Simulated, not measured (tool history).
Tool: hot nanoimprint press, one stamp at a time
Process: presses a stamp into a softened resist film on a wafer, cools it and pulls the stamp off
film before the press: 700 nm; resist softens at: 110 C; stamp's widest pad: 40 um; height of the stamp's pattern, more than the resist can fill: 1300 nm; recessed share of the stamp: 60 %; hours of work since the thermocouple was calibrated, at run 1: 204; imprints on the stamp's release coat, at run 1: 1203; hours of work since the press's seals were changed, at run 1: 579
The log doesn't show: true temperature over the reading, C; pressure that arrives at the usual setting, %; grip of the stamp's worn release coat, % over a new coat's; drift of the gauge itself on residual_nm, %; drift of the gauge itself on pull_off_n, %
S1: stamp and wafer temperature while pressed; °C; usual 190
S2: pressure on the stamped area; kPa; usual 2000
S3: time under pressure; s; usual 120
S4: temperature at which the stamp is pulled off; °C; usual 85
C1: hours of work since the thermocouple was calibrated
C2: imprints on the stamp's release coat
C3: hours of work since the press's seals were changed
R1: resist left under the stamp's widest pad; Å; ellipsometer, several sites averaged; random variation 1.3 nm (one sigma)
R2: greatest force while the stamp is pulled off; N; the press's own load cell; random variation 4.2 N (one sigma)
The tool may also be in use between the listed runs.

run    day   S1    S2   S3  S4   C1    C2   C3    R1   R2
  1  0.000  190  2000  120  85  204  1203  579  3518  262
  2  2.150  190  2000  120  85  243  1345  617  3539  273
  3  4.383  190  2000  120  85  283  1492  657  3501  277
     5.312  -- stamp cleaned and given a new release coat
  4  6.012  190  2000  120  85  307    46  682  3495  203
  5  7.350  190  2000  120  85  331   134  706  3511  214
     7.600  -- plate thermocouple calibrated
  6  9.412  190  2000  120  85   33   262  741  3409  214

Forecast run 7:
  7  10.471  190  2000  120  85  51  332  760   ?   ?

Run 7 gave R1 3400 Å, R2 214 N.
Without the tool's hidden state the same run would have given R1 3544 Å, R2 200 N.
